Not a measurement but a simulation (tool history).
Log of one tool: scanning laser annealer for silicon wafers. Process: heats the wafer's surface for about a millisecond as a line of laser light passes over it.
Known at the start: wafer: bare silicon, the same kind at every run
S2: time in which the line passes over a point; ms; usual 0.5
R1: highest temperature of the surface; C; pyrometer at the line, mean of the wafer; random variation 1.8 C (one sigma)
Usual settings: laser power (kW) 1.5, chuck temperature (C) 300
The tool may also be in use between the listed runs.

Run 1, day 0: usual settings. Result: R1 1003 C.
Run 2, day 0.533: usual settings. Result: R1 1001 C.
Run 3, day 0.962: usual settings. Result: R1 1002 C.
Run 4, day 1.329: usual settings. Result: R1 1001 C.
Run 5, day 1.671: usual settings. Result: R1 995 C.
Run 6, day 2.171: usual settings. Result: R1 998 C.
Run 7, day 2.696: usual settings. Result: R1 998 C.
Run 8, day 3.25: usual settings but laser power (kW) 1.334, S2 0.528 ms, chuck temperature (C) 321. Result: R1 942 C.
Run 9, day 3.85: usual settings but laser power (kW) 1.334, S2 0.528 ms, chuck temperature (C) 321. Result: R1 942 C.
Run 10, day 4.212: usual settings but laser power (kW) 1.334, S2 0.494 ms, chuck temperature (C) 301. Result: R1 901 C.
Run 11, day 4.488: usual settings but laser power (kW) 1.592, S2 0.462 ms. Result: R1 1016 C.
Run 12, day 5.046: usual settings but laser power (kW) 1.509, chuck temperature (C) 314. Result: R1 1012 C.
Run 13, day 5.425: usual settings but laser power (kW) 1.509, chuck temperature (C) 314. Result: R1 1012 C.

Some steps in R1 between neighbouring runs. How much of each would the tool show without its hidden state too (settings, what came in, random variation), and how much is left for the hidden state, with any gauge scatter that isn't in both results?
The hidden state here: light that passes the window, % of a clean one's; laser's true power over the reading, %; width of the line over the set one, %; drift of the gauge itself on peak_c, C.
Run 10 -> 11: laser power (kW) 1.334 -> 1.592, S2 0.494 -> 0.462, chuck temperature (C) 301 -> 300. R1 +115 C: hidden state -5, all else +120.

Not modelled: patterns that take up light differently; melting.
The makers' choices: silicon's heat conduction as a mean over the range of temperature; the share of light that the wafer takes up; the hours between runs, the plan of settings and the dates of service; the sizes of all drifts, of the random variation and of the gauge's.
